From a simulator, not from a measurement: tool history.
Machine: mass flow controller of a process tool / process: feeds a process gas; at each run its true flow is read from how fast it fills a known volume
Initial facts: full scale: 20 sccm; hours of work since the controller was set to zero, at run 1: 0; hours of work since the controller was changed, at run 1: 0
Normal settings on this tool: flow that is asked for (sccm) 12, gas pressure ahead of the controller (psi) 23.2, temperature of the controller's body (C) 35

run,hour,flow that is asked for (sccm),gas pressure ahead of the controller (psi),temperature of the controller's body (C),hours of work since the controller was set to zero,hours of work since the controller was changed,true flow (%)
1,0,12,23.2,35,0,0,98.59
2,202.7,3,23.2,35,120,120,97.23
3,580.2,3,23.2,35,345,345,97.11
4,800.8,12,23.2,37,476,476,98.99
5,1179.3,12,20.5,35,700,700,98.74
6,1358.6,12,20.5,35,807,807,98.86
7,1653.5,12,23.2,35,982,982,98.94
8,1846.7,12,23.2,37,1097,1097,99.07
9,2114,2,29.4,31,1256,1256,96.24
10,2511.2,2,29.4,31,1492,1492,95.95
11,2707.7,3,23.2,35,1608,1608,96.57
12,3046.3,3,23.2,35,1809,1809,96.65
13,3312.4,9,31.6,38,1968,1968,99.29
14,3709.7,15,23.2,23,2204,2204,99.6
15,3950.7,15,23.2,23,2347,2347,99.44

Each row is a separate what-if for the run after 15, all from the same tool condition, not one after another. Results?
A,4273.6,14,23.2,27,2538,2538,?
B,4273.6,12,30.6,35,2538,2538,?
C,4273.6,15,23.2,38,2538,2538,?

run,true flow (%)
A,99.66
B,99.86
C,100.24
What these runs would have given with no unlogged condition in the tool:
run,true flow (%)
A,98.99
B,99.28
C,99.54
